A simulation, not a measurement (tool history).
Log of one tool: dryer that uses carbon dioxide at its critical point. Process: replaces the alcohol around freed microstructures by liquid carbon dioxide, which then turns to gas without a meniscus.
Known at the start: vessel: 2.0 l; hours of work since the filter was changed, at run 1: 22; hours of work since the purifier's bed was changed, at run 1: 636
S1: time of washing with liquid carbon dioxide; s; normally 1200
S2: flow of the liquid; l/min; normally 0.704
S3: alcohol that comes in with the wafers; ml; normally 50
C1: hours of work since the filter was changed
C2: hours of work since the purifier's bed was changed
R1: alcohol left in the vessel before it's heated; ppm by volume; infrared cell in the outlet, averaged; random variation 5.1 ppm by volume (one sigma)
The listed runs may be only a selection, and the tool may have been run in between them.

run,hour,S1,S2,S3,C1,C2,R1
1,0.0,1200,0.704,50,22,636,129
2,53.9,1200,0.704,50,42,656,140
3,95.0,1200,0.558,50,58,671,329
4,140.8,1200,0.558,50,75,689,329
5,175.0,1200,0.558,50,88,702,341
6,207.8,1200,0.558,50,100,714,327
7,234.9,1200,0.558,50,111,724,340
8,268.8,1200,0.558,50,123,737,355
9,308.0,1200,0.558,73,138,752,491
10,372.5,1200,0.558,73,162,776,510
11,403.4,1200,0.558,73,174,788,528
12,451.8,1260,0.704,50,192,806,152
13,499.6,1260,0.704,50,210,824,166
14,527.5,1260,0.951,50,221,834,102
15,590.0,1260,0.951,50,244,858,109
16,651.4,1200,0.704,30,267,881,160
17,700.0,1560,0.977,35,286,899,113
# hour 749.1: purifier's bed changed
18,762.2,1560,0.977,35,308,5,2
19,790.0,1200,0.534,102,319,15,940
20,840.9,1200,0.534,102,338,35,950
21,897.1,1200,0.651,28,359,56,122
22,939.4,1140,0.651,28,375,72,148
23,1003.1,1440,0.562,28,399,96,114
24,1066.1,1200,1.184,66,423,119,21
25,1127.3,1200,1.184,66,446,143,34
26,1185.2,1440,0.649,86,467,164,190
27,1246.3,1440,0.649,86,491,187,208
# hour 1271.0: inlet filter changed
28,1307.7,1440,0.649,86,14,210,83

What if the next run were any one of these 3? Each begins from the tool's condition after run 28:
A,1342.4,1200,0.588,50,27,223,?
B,1342.4,1560,1.082,20,27,223,?
C,1342.4,1440,0.649,78,27,223,?

run,R1
A,218
B,24
C,81
Take away the tool's hidden state, keep each run's random variation, and the runs would have read:
run,R1
A,178
B,1
C,52
